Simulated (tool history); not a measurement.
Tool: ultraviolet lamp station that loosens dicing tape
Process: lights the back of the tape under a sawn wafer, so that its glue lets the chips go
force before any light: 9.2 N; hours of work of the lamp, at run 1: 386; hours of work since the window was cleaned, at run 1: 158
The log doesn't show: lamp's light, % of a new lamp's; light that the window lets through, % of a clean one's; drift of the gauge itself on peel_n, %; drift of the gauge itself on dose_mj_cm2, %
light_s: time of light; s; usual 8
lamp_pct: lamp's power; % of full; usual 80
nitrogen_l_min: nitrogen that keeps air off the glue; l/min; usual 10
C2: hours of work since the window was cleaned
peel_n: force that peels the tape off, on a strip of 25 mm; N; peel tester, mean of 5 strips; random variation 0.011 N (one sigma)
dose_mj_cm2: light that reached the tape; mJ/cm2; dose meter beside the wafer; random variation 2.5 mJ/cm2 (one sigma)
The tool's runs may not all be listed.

Run 1, day 0.000: usual settings; hours of work of the lamp 386; C2 158. Result: peel_n 0.693 N, dose_mj_cm2 259 mJ/cm2.
Run 2, day 0.517: usual settings; hours of work of the lamp 394; C2 166. Result: peel_n 0.720 N, dose_mj_cm2 263 mJ/cm2.
Run 3, day 1.308: usual settings; hours of work of the lamp 407; C2 178. Result: peel_n 0.698 N, dose_mj_cm2 254 mJ/cm2.
Run 4, day 1.679: usual settings; hours of work of the lamp 412; C2 184. Result: peel_n 0.734 N, dose_mj_cm2 252 mJ/cm2.
Run 5, day 2.217: usual settings but lamp_pct 90 % of full; hours of work of the lamp 421; C2 192. Result: peel_n 0.578 N, dose_mj_cm2 285 mJ/cm2.
Run 6, day 3.004: usual settings but lamp_pct 90 % of full; hours of work of the lamp 433; C2 205. Result: peel_n 0.546 N, dose_mj_cm2 282 mJ/cm2.
Run 7, day 3.450: usual settings but lamp_pct 90 % of full; hours of work of the lamp 440; C2 211. Result: peel_n 0.564 N, dose_mj_cm2 285 mJ/cm2.
Run 8, day 4.017: usual settings; hours of work of the lamp 449; C2 220. Result: peel_n 0.779 N, dose_mj_cm2 246 mJ/cm2.
Run 9, day 4.583: usual settings; hours of work of the lamp 457; C2 229. Result: peel_n 0.745 N, dose_mj_cm2 247 mJ/cm2.
Run 10, day 5.312: usual settings; hours of work of the lamp 469; C2 240. Result: peel_n 0.777 N, dose_mj_cm2 244 mJ/cm2.
Run 11, day 5.950: usual settings; hours of work of the lamp 479; C2 250. Result: peel_n 0.802 N, dose_mj_cm2 243 mJ/cm2.
Run 12, day 6.671: usual settings; hours of work of the lamp 490; C2 261. Result: peel_n 0.796 N, dose_mj_cm2 242 mJ/cm2.
Run 13, day 7.225: usual settings but nitrogen_l_min 5 l/min; hours of work of the lamp 498; C2 270. Result: peel_n 1.241 N, dose_mj_cm2 236 mJ/cm2.
Run 14, day 7.575: usual settings but nitrogen_l_min 5 l/min; hours of work of the lamp 504; C2 275. Result: peel_n 1.237 N, dose_mj_cm2 235 mJ/cm2.
Run 15, day 8.283: usual settings but nitrogen_l_min 15 l/min; hours of work of the lamp 515; C2 286. Result: peel_n 0.682 N, dose_mj_cm2 238 mJ/cm2.
Run 16, day 9.067: usual settings but nitrogen_l_min 15 l/min; hours of work of the lamp 527; C2 298. Result: peel_n 0.721 N, dose_mj_cm2 235 mJ/cm2.
Run 17, day 9.733: usual settings but light_s 4 s, lamp_pct 70 % of full, nitrogen_l_min 9 l/min; hours of work of the lamp 537; C2 309. Result: peel_n 3.244 N, dose_mj_cm2 101 mJ/cm2.
Run 18, day 10.179: usual settings but light_s 4 s, lamp_pct 70 % of full, nitrogen_l_min 9 l/min; hours of work of the lamp 544; C2 315. Result: peel_n 3.198 N, dose_mj_cm2 100 mJ/cm2.
Run 19, day 10.654: usual settings but light_s 4 s, lamp_pct 70 % of full, nitrogen_l_min 9 l/min; hours of work of the lamp 551; C2 323. Result: peel_n 3.294 N, dose_mj_cm2 101 mJ/cm2.
Run 20, day 11.400: usual settings but lamp_pct 88 % of full, nitrogen_l_min 8 l/min; hours of work of the lamp 563; C2 334. Result: peel_n 0.859 N, dose_mj_cm2 247 mJ/cm2.
Run 21, day 12.112: usual settings but lamp_pct 94 % of full, nitrogen_l_min 8 l/min; hours of work of the lamp 574; C2 345. Result: peel_n 0.755 N, dose_mj_cm2 267 mJ/cm2.
At day 12.208: window cleaned of glue's vapour.
Run 22, day 12.950: usual settings but lamp_pct 94 % of full, nitrogen_l_min 8 l/min; hours of work of the lamp 586; C2 11. Result: peel_n 1.024 N, dose_mj_cm2 226 mJ/cm2.
Run 23, day 13.754: usual settings but light_s 10 s, nitrogen_l_min 11 l/min; hours of work of the lamp 599; C2 24. Result: peel_n 0.793 N, dose_mj_cm2 239 mJ/cm2.
Run 24, day 14.521: usual settings but nitrogen_l_min 16 l/min; hours of work of the lamp 611; C2 36. Result: peel_n 1.034 N, dose_mj_cm2 190 mJ/cm2.
Run 25, day 14.971: usual settings but nitrogen_l_min 12 l/min; hours of work of the lamp 618; C2 43. Result: peel_n 1.164 N, dose_mj_cm2 192 mJ/cm2.
Run 26, day 15.692: usual settings but light_s 12 s, lamp_pct 71 % of full, nitrogen_l_min 3 l/min; hours of work of the lamp 629; C2 54. Result: peel_n 1.483 N, dose_mj_cm2 248 mJ/cm2.
At day 16.129: window cleaned of glue's vapour, once more.
Run 27, day 16.467: usual settings but light_s 4 s, lamp_pct 93 % of full, nitrogen_l_min 12 l/min; hours of work of the lamp 641; C2 5. Result: peel_n 1.667 N, dose_mj_cm2 153 mJ/cm2.
Run 28, day 16.996: usual settings but light_s 4 s, lamp_pct 75 % of full; hours of work of the lamp 649; C2 13. Result: peel_n 2.488 N, dose_mj_cm2 121 mJ/cm2.
Run 29, day 17.446: usual settings but light_s 4 s, lamp_pct 75 % of full; hours of work of the lamp 656; C2 20. Result: peel_n 2.444 N, dose_mj_cm2 125 mJ/cm2.
Run 30, day 18.075: usual settings but light_s 10 s, lamp_pct 70 % of full; hours of work of the lamp 665; C2 30. Result: peel_n 0.558 N, dose_mj_cm2 286 mJ/cm2.
Run 31, day 18.546: usual settings but light_s 5 s, lamp_pct 76 % of full, nitrogen_l_min 3 l/min; hours of work of the lamp 673; C2 37. Result: peel_n 2.968 N, dose_mj_cm2 150 mJ/cm2.
Run 32, day 19.338: usual settings but light_s 4 s, lamp_pct 79 % of full, nitrogen_l_min 8 l/min; hours of work of the lamp 685; C2 50. Result: peel_n 2.607 N, dose_mj_cm2 121 mJ/cm2.

Hidden state at the last listed run before each entry between runs and at the first one after, where it differs:
Between runs 21 and 22: window cleaned of glue's vapour (day 12.208)
  lamp's light, % of a new lamp's: 90.7 -> 90.5; light that the window lets through, % of a clean one's: 83.1 -> 71.5
  measured less the result without the state, peel_n: +0.345 -> +0.616 N; dose_mj_cm2: -86 -> -123 mJ/cm2
Between runs 26 and 27: window cleaned of glue's vapour, once more (day 16.129)
  lamp's light, % of a new lamp's: 89.9 -> 89.7; light that the window lets through, % of a clean one's: 69.3 -> 98.2
  measured less the result without the state, peel_n: +0.897 -> +0.322 N; dose_mj_cm2: -151 -> -20 mJ/cm2

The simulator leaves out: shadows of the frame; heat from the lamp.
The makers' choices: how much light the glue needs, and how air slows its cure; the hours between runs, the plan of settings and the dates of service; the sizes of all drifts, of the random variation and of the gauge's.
